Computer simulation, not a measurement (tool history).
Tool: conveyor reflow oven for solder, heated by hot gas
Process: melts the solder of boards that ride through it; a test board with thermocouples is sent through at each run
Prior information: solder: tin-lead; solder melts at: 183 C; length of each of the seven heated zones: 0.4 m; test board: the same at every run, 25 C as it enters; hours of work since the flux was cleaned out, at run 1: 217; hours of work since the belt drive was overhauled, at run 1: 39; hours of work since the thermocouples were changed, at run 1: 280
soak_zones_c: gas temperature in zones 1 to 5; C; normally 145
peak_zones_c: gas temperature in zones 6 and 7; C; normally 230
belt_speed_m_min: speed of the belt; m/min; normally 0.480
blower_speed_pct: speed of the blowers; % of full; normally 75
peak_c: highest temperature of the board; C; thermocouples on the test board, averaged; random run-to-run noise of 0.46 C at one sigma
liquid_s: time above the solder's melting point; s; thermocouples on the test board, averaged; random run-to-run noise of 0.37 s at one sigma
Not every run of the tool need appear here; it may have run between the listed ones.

run     day  soak_zones_c  peak_zones_c  belt_speed_m_min  blower_speed_pct  hours of work since the flux was cleaned out  hours of work since the belt drive was overhauled  hours of work since the thermocouples were changed  peak_c  liquid_s
  1   0.000           145           230             0.480                75                                           217                                                 39                                                 280   216.2      77.7
  2   0.833           145           230             0.480                75                                           226                                                 49                                                 290   215.3      78.4
  3   1.517           145           230             0.480                75                                           234                                                 56                                                 297   215.2      77.8
  4   2.304           145           230             0.480                75                                           242                                                 65                                                 306   215.6      78.4
  5   2.679           157           230             0.480                75                                           247                                                 69                                                 310   218.1      86.7
  6   3.504           157           230             0.480                75                                           256                                                 79                                                 319   218.2      87.2
  7   4.292           145           235             0.480                75                                           265                                                 88                                                 328   220.8      82.2
  8   5.046           145           235             0.480                75                                           273                                                 96                                                 337   219.9      82.4
  9   5.392           145           235             0.480                55                                           277                                                100                                                 341   215.9      76.6
 10   5.858           145           235             0.480                55                                           282                                                105                                                 346   215.4      76.0
 11   6.238           145           235             0.480                55                                           287                                                109                                                 350   215.4      76.1
 12   6.754           145           235             0.480                55                                           292                                                115                                                 356   215.9      76.2
 13   7.400           145           230             0.480                55                                           300                                                122                                                 363   210.8      71.1
 14   8.042           145           236             0.419                58                                           307                                                130                                                 370   221.9      94.8
 15   8.550           140           236             0.458                58                                           312                                                135                                                 376   217.5      79.4
 16   9.192           140           236             0.458                58                                           320                                                143                                                 383   217.4      80.4
 17   9.621           138           230             0.480                75                                           324                                                147                                                 388   214.5      73.0
 18  10.429           138           233             0.490                75                                           334                                                156                                                 397   215.8      73.9
 19  10.850           145           230             0.480                53                                           338                                                161                                                 402   210.3      70.0
 20  11.538           145           230             0.488                53                                           346                                                169                                                 410   210.0      67.3
 21  12.021           145           230             0.488                53                                           351                                                174                                                 415   209.5      67.7
 22  12.638           145           230             0.488                53                                           358                                                181                                                 422   208.7      68.3
 23  13.312           140           230             0.402                53                                           366                                                189                                                 429   215.7      88.8
 24  13.975           158           235             0.580                53                                           373                                                196                                                 437   210.6      62.5
 25  14.583           158           235             0.580                53                                           380                                                203                                                 444   210.7      62.4
 26  15.392           158           235             0.580                53                                           389                                                212                                                 453   210.9      62.0

Forecast each of these 4 alternatives for the next run:
  A  16.146           149           230             0.480                85                                           398                                                220                                                 461       ?         ?
  B  16.146           132           235             0.580                53                                           398                                                220                                                 461       ?         ?
  C  16.146           133           230             0.401                73                                           398                                                220                                                 461       ?         ?
  D  16.146           147           235             0.537                53                                           398                                                220                                                 461       ?         ?

run  peak_c  liquid_s
  A   217.4      82.6
  B   203.2      41.6
  C   218.2      91.2
  D   210.4      61.7
The same runs, with their run-to-run variation unchanged, on a tool lacking any hidden condition would have given:
run  peak_c  liquid_s
  A   220.8      85.3
  B   206.9      46.4
  C   221.5      94.7
  D   213.7      65.3

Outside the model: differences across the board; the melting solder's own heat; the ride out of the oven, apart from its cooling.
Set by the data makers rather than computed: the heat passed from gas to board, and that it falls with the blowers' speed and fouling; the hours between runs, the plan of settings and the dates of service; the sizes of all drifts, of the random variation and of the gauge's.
